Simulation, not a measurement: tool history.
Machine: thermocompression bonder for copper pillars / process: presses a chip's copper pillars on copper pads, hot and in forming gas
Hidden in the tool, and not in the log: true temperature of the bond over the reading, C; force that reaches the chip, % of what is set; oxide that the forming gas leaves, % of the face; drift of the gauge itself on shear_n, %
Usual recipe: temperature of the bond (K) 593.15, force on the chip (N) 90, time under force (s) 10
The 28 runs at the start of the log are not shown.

run	day	temperature of the bond (K)	force on the chip (N)	time under force (s)	hours of work since the heater was calibrated	hours of work since the force cell was calibrated	hours of work since the gas filter was changed	force that shears a chip off (N)
29	37.983	596.15	81	6	835	660	52	45.0
30	38.821	610.15	105	6	843	668	60	68.9
31	40.167	579.15	58	23	856	681	73	45.4
32	41.283	581.15	95	14	867	692	83	66.1
33	43.054	571.15	103	11	884	709	101	61.5
34	43.838	603.15	89	11	891	716	108	68.8
35	44.871	577.15	90	15	901	726	118	62.2
36	46.062	577.15	61	15	913	738	129	39.2
37	47.175	577.15	61	15	923	749	140	38.7
38	48.883	595.15	125	24	940	765	157	109.7
# day 49.767: heater calibrated with a thermocouple chip
39	50.688	595.15	125	24	9	782	173	110.9

Below are 4 alternative next runs, each starting from the tool's condition after run 39. Predict each:
A	52.192	611.15	56	7	23	796	188	?
B	52.192	593.15	85	7	23	796	188	?
C	52.192	593.15	90	19	23	796	188	?
D	52.192	590.15	125	24	23	796	188	?

run	force that shears a chip off (N)
A	34.4
B	48.9
C	75.9
D	106.1
The same runs, with their run-to-run variation unchanged, on a tool lacking any hidden condition would have given:
run	force that shears a chip off (N)
A	34.5
B	49.0
C	76.1
D	106.4
